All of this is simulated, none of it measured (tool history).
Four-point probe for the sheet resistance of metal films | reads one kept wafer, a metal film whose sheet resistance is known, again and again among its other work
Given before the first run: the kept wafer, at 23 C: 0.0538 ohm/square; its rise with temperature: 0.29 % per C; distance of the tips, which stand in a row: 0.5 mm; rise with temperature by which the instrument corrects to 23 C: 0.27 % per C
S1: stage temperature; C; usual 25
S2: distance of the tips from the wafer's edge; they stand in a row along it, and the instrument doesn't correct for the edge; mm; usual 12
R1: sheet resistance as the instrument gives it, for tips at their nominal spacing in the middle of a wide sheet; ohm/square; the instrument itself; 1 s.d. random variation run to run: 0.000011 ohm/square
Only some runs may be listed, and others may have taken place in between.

{"run": 1, "day": 0.0, "S1": 25, "S2": 12, "R1": 0.053867}
{"run": 2, "day": 3.662, "S1": 25, "S2": 12, "R1": 0.053887}
{"run": 3, "day": 6.029, "S1": 25, "S2": 12, "R1": 0.053881}
{"run": 4, "day": 10.121, "S1": 25, "S2": 12, "R1": 0.053848}
{"run": 5, "day": 12.608, "S1": 25, "S2": 12, "R1": 0.053873}
{"run": 6, "day": 15.767, "S1": 25, "S2": 12, "R1": 0.053856}
{"run": 7, "day": 19.9, "S1": 29, "S2": 12, "R1": 0.053919}
{"run": 8, "day": 24.292, "S1": 25, "S2": 19, "R1": 0.053821}
{"run": 9, "day": 29.912, "S1": 34, "S2": 12, "R1": 0.053974}
{"run": 10, "day": 35.375, "S1": 34, "S2": 12, "R1": 0.053962}
{"day": 38.133, "done": "stage's thermometer calibrated"}
{"run": 11, "day": 38.517, "S1": 34, "S2": 12, "R1": 0.053973}
{"run": 12, "day": 42.742, "S1": 27, "S2": 12, "R1": 0.053893}
{"run": 13, "day": 45.421, "S1": 27, "S2": 12, "R1": 0.053886}
{"run": 14, "day": 48.55, "S1": 25, "S2": 12, "R1": 0.053867}
{"run": 15, "day": 53.662, "S1": 25, "S2": 23, "R1": 0.053816}
{"run": 16, "day": 58.717, "S1": 25, "S2": 23, "R1": 0.053823}
{"run": 17, "day": 64.154, "S1": 25, "S2": 23, "R1": 0.053829}
{"day": 66.496, "done": "new probe head fitted"}
{"run": 18, "day": 69.312, "S1": 25, "S2": 23, "R1": 0.053839}
{"run": 19, "day": 74.212, "S1": 25, "S2": 12, "R1": 0.053873}
{"run": 20, "day": 76.867, "S1": 25, "S2": 12, "R1": 0.053862}
{"run": 21, "day": 80.875, "S1": 25, "S2": 12, "R1": 0.053853}
{"run": 22, "day": 83.938, "S1": 35, "S2": 12, "R1": 0.053996}
{"run": 23, "day": 86.588, "S1": 25, "S2": 46, "R1": 0.053828}
{"run": 24, "day": 89.662, "S1": 18, "S2": 10, "R1": 0.053819}
{"run": 25, "day": 92.354, "S1": 18, "S2": 10, "R1": 0.053802}
{"run": 26, "day": 97.525, "S1": 24, "S2": 21, "R1": 0.053834}
{"run": 27, "day": 100.671, "S1": 24, "S2": 21, "R1": 0.053815}
{"run": 28, "day": 103.292, "S1": 25, "S2": 8, "R1": 0.053925}
{"run": 29, "day": 107.062, "S1": 23, "S2": 47, "R1": 0.053808}
{"run": 30, "day": 110.021, "S1": 23, "S2": 3, "R1": 0.054601}
{"run": 31, "day": 113.867, "S1": 31, "S2": 10, "R1": 0.053967}
{"run": 32, "day": 118.471, "S1": 27, "S2": 5, "R1": 0.054151}
{"run": 33, "day": 123.104, "S1": 23, "S2": 42, "R1": 0.053778}
{"run": 34, "day": 126.967, "S1": 23, "S2": 42, "R1": 0.053791}
{"run": 35, "day": 129.408, "S1": 21, "S2": 15, "R1": 0.053818}
{"run": 36, "day": 131.75, "S1": 22, "S2": 5, "R1": 0.054074}
{"run": 37, "day": 135.821, "S1": 22, "S2": 5, "R1": 0.054076}
{"run": 38, "day": 138.342, "S1": 23, "S2": 18, "R1": 0.053816}
{"run": 39, "day": 140.896, "S1": 23, "S2": 18, "R1": 0.053815}
{"run": 40, "day": 145.012, "S1": 23, "S2": 18, "R1": 0.053801}
{"run": 41, "day": 148.8, "S1": 31, "S2": 12, "R1": 0.053948}
{"run": 42, "day": 151.912, "S1": 29, "S2": 44, "R1": 0.05386}
{"run": 43, "day": 156.975, "S1": 24, "S2": 4, "R1": 0.054262}
{"run": 44, "day": 160.962, "S1": 24, "S2": 4, "R1": 0.054251}

Consider 4 possible next runs. They are alternatives, not a sequence: every one starts from the tool as it was left by run 44. What does each give?
{"day": 162.183, "done": "stage's thermometer calibrated"}
{"run": "A", "day": 166.125, "S1": 35, "S2": 4, "R1": "?"}
{"day": 162.183, "done": "stage's thermometer calibrated"}
{"run": "B", "day": 166.125, "S1": 25, "S2": 59, "R1": "?"}
{"day": 162.183, "done": "stage's thermometer calibrated"}
{"run": "C", "day": 166.125, "S1": 24, "S2": 32, "R1": "?"}
{"day": 162.183, "done": "stage's thermometer calibrated"}
{"run": "D", "day": 166.125, "S1": 19, "S2": 41, "R1": "?"}

run=A R1=0.054376
run=B R1=0.053810
run=C R1=0.053826
run=D R1=0.053745
Take away the tool's hidden state, keep each run's random variation, and the runs would have read:
run=A R1=0.054387
run=B R1=0.053820
run=C R1=0.053836
run=D R1=0.053755

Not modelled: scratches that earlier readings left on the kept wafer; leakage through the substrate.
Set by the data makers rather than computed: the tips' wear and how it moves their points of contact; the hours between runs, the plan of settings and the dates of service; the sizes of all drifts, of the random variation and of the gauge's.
